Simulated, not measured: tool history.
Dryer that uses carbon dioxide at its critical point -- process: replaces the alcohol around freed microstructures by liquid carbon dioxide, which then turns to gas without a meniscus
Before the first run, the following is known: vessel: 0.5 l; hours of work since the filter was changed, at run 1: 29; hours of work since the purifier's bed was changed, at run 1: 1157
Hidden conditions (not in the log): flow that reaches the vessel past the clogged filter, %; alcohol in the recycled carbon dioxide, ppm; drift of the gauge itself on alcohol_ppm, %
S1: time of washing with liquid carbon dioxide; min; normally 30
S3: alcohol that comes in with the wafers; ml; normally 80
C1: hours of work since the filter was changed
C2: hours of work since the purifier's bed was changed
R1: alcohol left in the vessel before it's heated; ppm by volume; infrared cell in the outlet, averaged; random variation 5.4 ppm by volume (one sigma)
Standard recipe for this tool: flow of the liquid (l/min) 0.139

Run 1, day 0: usual settings; C1 29; C2 1157. Result: R1 269 ppm by volume.
Run 2, day 1.854: usual settings; C1 57; C2 1186. Result: R1 299 ppm by volume.
Run 3, day 2.842: usual settings but flow of the liquid (l/min) 0.232; C1 73; C2 1201. Result: R1 112 ppm by volume.
Run 4, day 3.821: usual settings but flow of the liquid (l/min) 0.232; C1 88; C2 1216. Result: R1 110 ppm by volume.
Run 5, day 5.167: usual settings but flow of the liquid (l/min) 0.232; C1 108; C2 1237. Result: R1 112 ppm by volume.
Run 6, day 7.075: usual settings but S1 23 min, flow of the liquid (l/min) 0.232; C1 138; C2 1266. Result: R1 149 ppm by volume.
At day 8.346: inlet filter changed.
Run 7, day 9.25: usual settings but S1 23 min, flow of the liquid (l/min) 0.232; C1 14; C2 1299. Result: R1 130 ppm by volume.
At day 9.525: purifier's bed changed.
Run 8, day 10.754: usual settings; C1 35; C2 19. Result: R1 170 ppm by volume.
Run 9, day 11.833: usual settings but S3 39 ml; C1 52; C2 35. Result: R1 99 ppm by volume.
Run 10, day 13.779: usual settings but S1 21 min; C1 81; C2 65. Result: R1 1607 ppm by volume.
Run 11, day 14.792: usual settings but S1 21 min; C1 97; C2 81. Result: R1 1709 ppm by volume.
Run 12, day 16.779: usual settings but S1 21 min, flow of the liquid (l/min) 0.115; C1 128; C2 111. Result: R1 4303 ppm by volume.
Run 13, day 18.046: usual settings but S1 33 min, flow of the liquid (l/min) 0.17, S3 25 ml; C1 147; C2 131. Result: R1 27 ppm by volume.
At day 18.571: inlet filter changed.
Run 14, day 19.829: usual settings but S1 33 min, flow of the liquid (l/min) 0.162, S3 51 ml; C1 19; C2 158. Result: R1 34 ppm by volume.
Run 15, day 20.933: usual settings but S1 19 min, flow of the liquid (l/min) 0.15, S3 29 ml; C1 36; C2 174. Result: R1 573 ppm by volume.
Run 16, day 22.025: usual settings but S1 18 min, flow of the liquid (l/min) 0.132, S3 28 ml; C1 53; C2 191. Result: R1 1290 ppm by volume.
Run 17, day 22.933: usual settings but S1 18 min, flow of the liquid (l/min) 0.132, S3 28 ml; C1 67; C2 205. Result: R1 1312 ppm by volume.
Run 18, day 24.717: usual settings but S1 18 min, flow of the liquid (l/min) 0.132, S3 28 ml; C1 94; C2 233. Result: R1 1405 ppm by volume.
Run 19, day 26.304: usual settings but S1 18 min, flow of the liquid (l/min) 0.132, S3 28 ml; C1 119; C2 257. Result: R1 1560 ppm by volume.

Describe how what the log doesn't record of the tool's condition differs between the last listed run preceding each entry between runs and the first listed run following it.
Logged between run 6 and run 7: inlet filter changed (day 8.346)
  flow that reaches the vessel past the clogged filter, %: 87.9 -> 98.9; alcohol in the recycled carbon dioxide, ppm: 108 -> 110.6
  measured value less the no-hidden-state value, R1: +137 -> +107 ppm by volume
Logged between run 7 and run 8: purifier's bed changed (day 9.525)
  flow that reaches the vessel past the clogged filter, %: 98.9 -> 97; alcohol in the recycled carbon dioxide, ppm: 110.6 -> 6.7
  measured value less the no-hidden-state value, R1: +107 -> +32 ppm by volume
Logged between run 13 and run 14: inlet filter changed (day 18.571)
  flow that reaches the vessel past the clogged filter, %: 87.3 -> 97.9; alcohol in the recycled carbon dioxide, ppm: 15.9 -> 18.1
  measured value less the no-hidden-state value, R1: +19 -> +16 ppm by volume
